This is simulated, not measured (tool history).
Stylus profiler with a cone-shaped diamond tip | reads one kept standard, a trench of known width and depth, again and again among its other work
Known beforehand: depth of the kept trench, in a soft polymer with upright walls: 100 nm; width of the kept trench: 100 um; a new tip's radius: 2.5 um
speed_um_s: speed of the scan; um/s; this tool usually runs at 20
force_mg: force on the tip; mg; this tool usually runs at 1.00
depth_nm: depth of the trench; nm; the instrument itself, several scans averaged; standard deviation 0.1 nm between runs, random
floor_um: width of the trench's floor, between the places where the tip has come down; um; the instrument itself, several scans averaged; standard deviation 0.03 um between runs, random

{"run": 1, "hour": 0.0, "speed_um_s": 20, "force_mg": 1.0, "depth_nm": 100.7, "floor_um": 98.45}
{"run": 2, "hour": 24.3, "speed_um_s": 20, "force_mg": 2.07, "depth_nm": 101.21, "floor_um": 98.48}
{"run": 3, "hour": 56.5, "speed_um_s": 20, "force_mg": 2.07, "depth_nm": 101.34, "floor_um": 98.5}
{"run": 4, "hour": 79.3, "speed_um_s": 20, "force_mg": 2.07, "depth_nm": 101.3, "floor_um": 98.43}
{"run": 5, "hour": 103.0, "speed_um_s": 20, "force_mg": 2.66, "depth_nm": 101.47, "floor_um": 98.49}
{"run": 6, "hour": 142.0, "speed_um_s": 20, "force_mg": 1.0, "depth_nm": 100.84, "floor_um": 98.43}
{"run": 7, "hour": 182.1, "speed_um_s": 20, "force_mg": 1.0, "depth_nm": 100.66, "floor_um": 98.46}
{"run": 8, "hour": 224.7, "speed_um_s": 20, "force_mg": 1.0, "depth_nm": 100.65, "floor_um": 98.44}
{"run": 9, "hour": 262.4, "speed_um_s": 20, "force_mg": 1.0, "depth_nm": 100.67, "floor_um": 98.41}
{"run": 10, "hour": 293.3, "speed_um_s": 20, "force_mg": 1.23, "depth_nm": 101.09, "floor_um": 98.43}
{"run": 11, "hour": 331.3, "speed_um_s": 11, "force_mg": 1.0, "depth_nm": 100.76, "floor_um": 98.53}
{"run": 12, "hour": 353.3, "speed_um_s": 11, "force_mg": 1.0, "depth_nm": 100.76, "floor_um": 98.53}
{"run": 13, "hour": 388.4, "speed_um_s": 20, "force_mg": 1.0, "depth_nm": 100.6, "floor_um": 98.46}
{"run": 14, "hour": 426.5, "speed_um_s": 46, "force_mg": 1.0, "depth_nm": 100.85, "floor_um": 98.22}
{"run": 15, "hour": 472.2, "speed_um_s": 20, "force_mg": 1.0, "depth_nm": 100.86, "floor_um": 98.49}
{"run": 16, "hour": 520.2, "speed_um_s": 20, "force_mg": 1.0, "depth_nm": 100.81, "floor_um": 98.48}
{"run": 17, "hour": 568.0, "speed_um_s": 20, "force_mg": 1.0, "depth_nm": 100.64, "floor_um": 98.42}
{"run": 18, "hour": 609.7, "speed_um_s": 18, "force_mg": 1.0, "depth_nm": 100.85, "floor_um": 98.48}
{"run": 19, "hour": 647.5, "speed_um_s": 18, "force_mg": 1.0, "depth_nm": 100.89, "floor_um": 98.47}
{"run": 20, "hour": 687.4, "speed_um_s": 18, "force_mg": 1.0, "depth_nm": 100.71, "floor_um": 98.52}
{"run": 21, "hour": 724.2, "speed_um_s": 20, "force_mg": 1.33, "depth_nm": 100.83, "floor_um": 98.47}
{"run": 22, "hour": 768.7, "speed_um_s": 12, "force_mg": 1.33, "depth_nm": 100.75, "floor_um": 98.54}
{"run": 23, "hour": 801.7, "speed_um_s": 12, "force_mg": 1.33, "depth_nm": 100.93, "floor_um": 98.52}
{"run": 24, "hour": 830.4, "speed_um_s": 11, "force_mg": 1.0, "depth_nm": 100.76, "floor_um": 98.48}
{"run": 25, "hour": 863.2, "speed_um_s": 11, "force_mg": 1.0, "depth_nm": 100.86, "floor_um": 98.49}
{"run": 26, "hour": 902.5, "speed_um_s": 7, "force_mg": 1.33, "depth_nm": 100.92, "floor_um": 98.55}
{"run": 27, "hour": 945.6, "speed_um_s": 7, "force_mg": 2.67, "depth_nm": 101.45, "floor_um": 98.55}

Forecast run 28:
{"run": 28, "hour": 984.7, "speed_um_s": 7, "force_mg": 0.98, "depth_nm": "?", "floor_um": "?"}

For run 28 the tool returned depth_nm 100.73 nm, floor_um 98.55 um.
The same run, on a tool lacking any hidden state, would have yielded depth_nm 100.71 nm, floor_um 98.57 um.

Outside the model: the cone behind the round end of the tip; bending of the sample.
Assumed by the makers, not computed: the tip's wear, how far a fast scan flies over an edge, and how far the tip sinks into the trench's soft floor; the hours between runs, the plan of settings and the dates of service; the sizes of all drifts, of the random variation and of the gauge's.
